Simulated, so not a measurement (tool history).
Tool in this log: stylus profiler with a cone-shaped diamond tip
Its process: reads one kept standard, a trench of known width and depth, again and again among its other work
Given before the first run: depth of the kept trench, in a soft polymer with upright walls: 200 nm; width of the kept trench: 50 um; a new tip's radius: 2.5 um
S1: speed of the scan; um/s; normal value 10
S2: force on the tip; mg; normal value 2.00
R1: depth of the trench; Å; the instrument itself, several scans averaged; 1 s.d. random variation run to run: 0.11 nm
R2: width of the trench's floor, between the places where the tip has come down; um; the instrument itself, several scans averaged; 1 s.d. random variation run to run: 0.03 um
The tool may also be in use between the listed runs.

Run 1, day 0.000: usual settings. Result: R1 2009.0 Å, R2 47.43 um.
Run 2, day 2.125: usual settings. Result: R1 2008.7 Å, R2 47.45 um.
Run 3, day 4.108: usual settings. Result: R1 2006.5 Å, R2 47.39 um.
Run 4, day 6.192: usual settings. Result: R1 2008.6 Å, R2 47.37 um.
Run 5, day 7.371: usual settings. Result: R1 2006.1 Å, R2 47.39 um.
Run 6, day 9.679: usual settings but S2 0.69 mg. Result: R1 1997.1 Å, R2 47.33 um.
Run 7, day 11.458: usual settings but S2 0.69 mg. Result: R1 1996.7 Å, R2 47.32 um.
At day 11.638: height scale calibrated on a step standard.
Run 8, day 12.712: usual settings but S2 0.69 mg. Result: R1 1985.9 Å, R2 47.32 um.
Run 9, day 14.404: usual settings but S2 3.91 mg. Result: R1 2009.1 Å, R2 47.38 um.
At day 15.025: height scale calibrated on a step standard, once more.
Run 10, day 16.838: usual settings. Result: R1 2017.9 Å, R2 47.31 um.
Run 11, day 18.621: usual settings. Result: R1 2016.4 Å, R2 47.31 um.
Run 12, day 20.954: usual settings. Result: R1 2016.1 Å, R2 47.30 um.
Run 13, day 23.183: usual settings. Result: R1 2014.8 Å, R2 47.24 um.
Run 14, day 25.250: usual settings. Result: R1 2016.2 Å, R2 47.27 um.
Run 15, day 26.400: usual settings but S1 26 um/s. Result: R1 2016.2 Å, R2 47.17 um.
Run 16, day 28.296: usual settings but S1 26 um/s. Result: R1 2015.3 Å, R2 47.17 um.
Run 17, day 30.229: usual settings but S1 5 um/s, S2 2.10 mg. Result: R1 2014.7 Å, R2 47.25 um.
Run 18, day 31.954: usual settings but S1 6 um/s, S2 2.11 mg. Result: R1 2016.0 Å, R2 47.23 um.
Run 19, day 34.133: usual settings but S1 6 um/s, S2 2.11 mg. Result: R1 2013.7 Å, R2 47.16 um.
Run 20, day 36.354: usual settings but S1 2 um/s, S2 2.48 mg. Result: R1 2014.3 Å, R2 47.18 um.
Run 21, day 37.904: usual settings but S1 2 um/s, S2 2.48 mg. Result: R1 2016.8 Å, R2 47.18 um.
Run 22, day 39.008: usual settings but S1 7 um/s. Result: R1 2014.2 Å, R2 47.19 um.
Run 23, day 40.242: usual settings but S1 4 um/s, S2 2.53 mg. Result: R1 2014.9 Å, R2 47.15 um.

4 options for the next run, each taken on its own from the tool as it stands now. Forecast them:
Run A, day 41.667: usual settings but S1 19 um/s, S2 2.53 mg. Result: R1 ?, R2 ?.
Run B, day 41.667: usual settings but S1 3 um/s. Result: R1 ?, R2 ?.
Run C, day 41.667: usual settings but S1 25 um/s, S2 2.53 mg. Result: R1 ?, R2 ?.
Run D, day 41.667: usual settings but S1 13 um/s, S2 2.03 mg. Result: R1 ?, R2 ?.

run      R1     R2
  A  2016.5  47.09
  B  2012.4  47.11
  C  2015.7  47.07
  D  2013.1  47.14
Take away the tool's hidden state, keep each run's random variation, and the runs would have read:
run      R1     R2
  A  2022.4  47.98
  B  2018.4  48.00
  C  2021.7  47.96
  D  2019.1  48.03
